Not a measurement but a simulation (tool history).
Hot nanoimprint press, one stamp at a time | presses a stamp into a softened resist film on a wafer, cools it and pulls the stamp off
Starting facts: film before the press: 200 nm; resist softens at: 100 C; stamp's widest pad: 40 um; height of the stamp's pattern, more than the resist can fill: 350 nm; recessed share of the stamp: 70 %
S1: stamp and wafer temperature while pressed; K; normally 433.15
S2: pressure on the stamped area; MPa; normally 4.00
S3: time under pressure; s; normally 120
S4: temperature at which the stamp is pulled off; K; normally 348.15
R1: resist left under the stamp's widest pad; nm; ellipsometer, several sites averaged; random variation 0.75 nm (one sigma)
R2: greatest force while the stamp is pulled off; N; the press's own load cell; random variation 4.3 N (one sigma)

run,hour,S1,S2,S3,S4,R1,R2
1,0.0,433.15,4.00,120,348.15,91.8,212
2,39.2,433.15,4.00,96,348.15,99.6,213
3,85.8,433.15,4.00,120,348.15,91.5,212
4,117.0,433.15,4.00,120,348.15,93.2,213
5,158.5,433.15,4.00,120,348.15,91.8,208
6,204.7,433.15,4.00,120,348.15,92.3,214
7,232.2,433.15,4.00,68,348.15,111.1,207
8,258.1,433.15,2.98,120,348.15,107.1,212
# hour 266.4: stamp cleaned and given a new release coat
9,305.2,433.15,5.57,120,348.15,77.7,212
10,342.4,433.15,5.57,120,348.15,77.7,214
11,368.6,428.15,6.07,120,354.15,99.5,190
12,415.3,421.15,6.07,72,347.15,159.1,208
13,442.5,421.15,6.07,72,347.15,158.6,218
14,486.8,433.15,4.00,65,344.15,113.1,219
15,515.4,433.15,4.00,65,344.15,112.4,220
16,537.8,433.15,4.00,65,344.15,112.0,220
17,578.5,433.15,3.34,192,348.15,86.6,211
18,618.5,433.15,3.43,192,348.15,85.2,215
19,655.2,431.15,6.10,120,348.15,83.5,209

Here are 5 independent what-if runs from the current tool condition. What would each one return?
A,691.2,432.15,6.10,222,351.15,?,?
B,691.2,431.15,6.10,120,350.15,?,?
C,691.2,427.15,2.64,120,337.15,?,?
D,691.2,438.15,3.31,62,348.15,?,?
E,691.2,433.15,3.64,127,353.15,?,?

run,R1,R2
A,62.8,200
B,83.2,206
C,148.4,243
D,97.8,215
E,95.3,201
The same runs, with their run-to-run variation unchanged, on a tool lacking any hidden condition would have given:
run,R1,R2
A,62.5,197
B,82.7,203
C,147.9,240
D,97.4,212
E,94.9,198
